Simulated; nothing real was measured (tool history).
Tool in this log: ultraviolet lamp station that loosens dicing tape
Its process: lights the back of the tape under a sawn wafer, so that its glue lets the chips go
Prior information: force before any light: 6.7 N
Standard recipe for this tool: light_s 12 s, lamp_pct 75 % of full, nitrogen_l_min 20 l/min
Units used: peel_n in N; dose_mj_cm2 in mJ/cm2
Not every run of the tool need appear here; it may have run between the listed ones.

{"run": 1, "hour": 0.0, "light_s": 12, "lamp_pct": 75, "nitrogen_l_min": 20, "peel_n": 1.307, "dose_mj_cm2": 361}
{"run": 2, "hour": 47.0, "light_s": 12, "lamp_pct": 75, "nitrogen_l_min": 20, "peel_n": 1.331, "dose_mj_cm2": 350}
{"hour": 83.4, "done": "window cleaned of glue's vapour"}
{"run": 3, "hour": 136.1, "light_s": 12, "lamp_pct": 75, "nitrogen_l_min": 20, "peel_n": 1.502, "dose_mj_cm2": 322}
{"run": 4, "hour": 235.3, "light_s": 12, "lamp_pct": 75, "nitrogen_l_min": 20, "peel_n": 1.629, "dose_mj_cm2": 304}
{"hour": 261.1, "done": "lamp changed"}
{"run": 5, "hour": 306.7, "light_s": 12, "lamp_pct": 75, "nitrogen_l_min": 20, "peel_n": 1.183, "dose_mj_cm2": 386}
{"run": 6, "hour": 368.0, "light_s": 12, "lamp_pct": 75, "nitrogen_l_min": 20, "peel_n": 1.283, "dose_mj_cm2": 368}
{"run": 7, "hour": 419.7, "light_s": 12, "lamp_pct": 78, "nitrogen_l_min": 20, "peel_n": 1.231, "dose_mj_cm2": 384}
{"run": 8, "hour": 475.4, "light_s": 12, "lamp_pct": 78, "nitrogen_l_min": 20, "peel_n": 1.317, "dose_mj_cm2": 369}
{"hour": 526.9, "done": "window cleaned of glue's vapour, once more"}
{"run": 9, "hour": 526.9, "light_s": 12, "lamp_pct": 75, "nitrogen_l_min": 20, "peel_n": 0.799, "dose_mj_cm2": 475}
{"run": 10, "hour": 576.2, "light_s": 12, "lamp_pct": 75, "nitrogen_l_min": 31, "peel_n": 0.651, "dose_mj_cm2": 470}
{"run": 11, "hour": 673.2, "light_s": 12, "lamp_pct": 68, "nitrogen_l_min": 31, "peel_n": 0.875, "dose_mj_cm2": 415}
{"run": 12, "hour": 722.1, "light_s": 11, "lamp_pct": 75, "nitrogen_l_min": 20, "peel_n": 1.116, "dose_mj_cm2": 396}
{"run": 13, "hour": 820.4, "light_s": 11, "lamp_pct": 75, "nitrogen_l_min": 20, "peel_n": 1.156, "dose_mj_cm2": 387}
{"run": 14, "hour": 880.9, "light_s": 11, "lamp_pct": 75, "nitrogen_l_min": 20, "peel_n": 1.254, "dose_mj_cm2": 378}
{"run": 15, "hour": 936.9, "light_s": 11, "lamp_pct": 75, "nitrogen_l_min": 20, "peel_n": 1.325, "dose_mj_cm2": 361}
{"run": 16, "hour": 1001.5, "light_s": 12, "lamp_pct": 75, "nitrogen_l_min": 20, "peel_n": 1.181, "dose_mj_cm2": 387}
{"run": 17, "hour": 1050.4, "light_s": 12, "lamp_pct": 75, "nitrogen_l_min": 20, "peel_n": 1.234, "dose_mj_cm2": 378}
{"hour": 1092.4, "done": "window cleaned of glue's vapour"}
{"run": 18, "hour": 1133.7, "light_s": 12, "lamp_pct": 75, "nitrogen_l_min": 29, "peel_n": 0.846, "dose_mj_cm2": 421}
{"run": 19, "hour": 1225.5, "light_s": 22, "lamp_pct": 75, "nitrogen_l_min": 20, "peel_n": 0.34, "dose_mj_cm2": 734}
{"run": 20, "hour": 1296.1, "light_s": 12, "lamp_pct": 75, "nitrogen_l_min": 8, "peel_n": 1.872, "dose_mj_cm2": 382}
{"run": 21, "hour": 1368.8, "light_s": 12, "lamp_pct": 75, "nitrogen_l_min": 8, "peel_n": 1.902, "dose_mj_cm2": 373}
{"run": 22, "hour": 1410.8, "light_s": 12, "lamp_pct": 75, "nitrogen_l_min": 8, "peel_n": 1.932, "dose_mj_cm2": 362}
{"run": 23, "hour": 1512.9, "light_s": 7, "lamp_pct": 74, "nitrogen_l_min": 11, "peel_n": 3.314, "dose_mj_cm2": 200}
{"run": 24, "hour": 1559.6, "light_s": 7, "lamp_pct": 74, "nitrogen_l_min": 11, "peel_n": 3.125, "dose_mj_cm2": 194}
{"hour": 1603.7, "done": "lamp changed"}
{"run": 25, "hour": 1621.3, "light_s": 12, "lamp_pct": 74, "nitrogen_l_min": 26, "peel_n": 0.851, "dose_mj_cm2": 437}
{"hour": 1663.8, "done": "window cleaned of glue's vapour"}
{"run": 26, "hour": 1695.5, "light_s": 7, "lamp_pct": 78, "nitrogen_l_min": 20, "peel_n": 1.688, "dose_mj_cm2": 300}
{"run": 27, "hour": 1762.9, "light_s": 9, "lamp_pct": 94, "nitrogen_l_min": 20, "peel_n": 0.907, "dose_mj_cm2": 454}
{"run": 28, "hour": 1849.2, "light_s": 9, "lamp_pct": 94, "nitrogen_l_min": 20, "peel_n": 0.96, "dose_mj_cm2": 434}
{"run": 29, "hour": 1934.4, "light_s": 9, "lamp_pct": 94, "nitrogen_l_min": 20, "peel_n": 1.034, "dose_mj_cm2": 420}
{"run": 30, "hour": 2002.7, "light_s": 9, "lamp_pct": 94, "nitrogen_l_min": 20, "peel_n": 1.081, "dose_mj_cm2": 407}
{"run": 31, "hour": 2096.0, "light_s": 9, "lamp_pct": 75, "nitrogen_l_min": 18, "peel_n": 1.669, "dose_mj_cm2": 305}
{"run": 32, "hour": 2174.0, "light_s": 14, "lamp_pct": 75, "nitrogen_l_min": 14, "peel_n": 1.049, "dose_mj_cm2": 469}
{"run": 33, "hour": 2217.7, "light_s": 18, "lamp_pct": 75, "nitrogen_l_min": 28, "peel_n": 0.448, "dose_mj_cm2": 583}
{"hour": 2233.2, "done": "window cleaned of glue's vapour"}
{"run": 34, "hour": 2292.5, "light_s": 8, "lamp_pct": 69, "nitrogen_l_min": 30, "peel_n": 1.672, "dose_mj_cm2": 268}
{"run": 35, "hour": 2344.5, "light_s": 10, "lamp_pct": 79, "nitrogen_l_min": 20, "peel_n": 1.258, "dose_mj_cm2": 369}
{"run": 36, "hour": 2437.5, "light_s": 8, "lamp_pct": 78, "nitrogen_l_min": 36, "peel_n": 1.474, "dose_mj_cm2": 280}
{"run": 37, "hour": 2510.1, "light_s": 10, "lamp_pct": 73, "nitrogen_l_min": 25, "peel_n": 1.399, "dose_mj_cm2": 315}
{"run": 38, "hour": 2562.8, "light_s": 12, "lamp_pct": 82, "nitrogen_l_min": 12, "peel_n": 1.388, "dose_mj_cm2": 414}
{"run": 39, "hour": 2641.6, "light_s": 8, "lamp_pct": 99, "nitrogen_l_min": 20, "peel_n": 1.578, "dose_mj_cm2": 327}
{"run": 40, "hour": 2688.4, "light_s": 20, "lamp_pct": 99, "nitrogen_l_min": 7, "peel_n": 0.598, "dose_mj_cm2": 793}
{"run": 41, "hour": 2778.6, "light_s": 8, "lamp_pct": 72, "nitrogen_l_min": 17, "peel_n": 2.509, "dose_mj_cm2": 219}
{"hour": 2803.0, "done": "window cleaned of glue's vapour"}
{"run": 42, "hour": 2825.2, "light_s": 23, "lamp_pct": 75, "nitrogen_l_min": 8, "peel_n": 0.631, "dose_mj_cm2": 740}

Branching from run 42: 3 alternative next runs. What would each branch give?
{"run": "A", "hour": 2883.6, "light_s": 16, "lamp_pct": 64, "nitrogen_l_min": 20, "peel_n": "?", "dose_mj_cm2": "?"}
{"run": "B", "hour": 2883.6, "light_s": 12, "lamp_pct": 90, "nitrogen_l_min": 20, "peel_n": "?", "dose_mj_cm2": "?"}
{"run": "C", "hour": 2883.6, "light_s": 17, "lamp_pct": 75, "nitrogen_l_min": 8, "peel_n": "?", "dose_mj_cm2": "?"}

run=A peel_n=0.981 dose_mj_cm2=430
run=B peel_n=0.881 dose_mj_cm2=449
run=C peel_n=1.164 dose_mj_cm2=540
Without the tool's unlogged condition, the same runs would have read:
run=A peel_n=0.547 dose_mj_cm2=581
run=B peel_n=0.481 dose_mj_cm2=607
run=C peel_n=0.669 dose_mj_cm2=729

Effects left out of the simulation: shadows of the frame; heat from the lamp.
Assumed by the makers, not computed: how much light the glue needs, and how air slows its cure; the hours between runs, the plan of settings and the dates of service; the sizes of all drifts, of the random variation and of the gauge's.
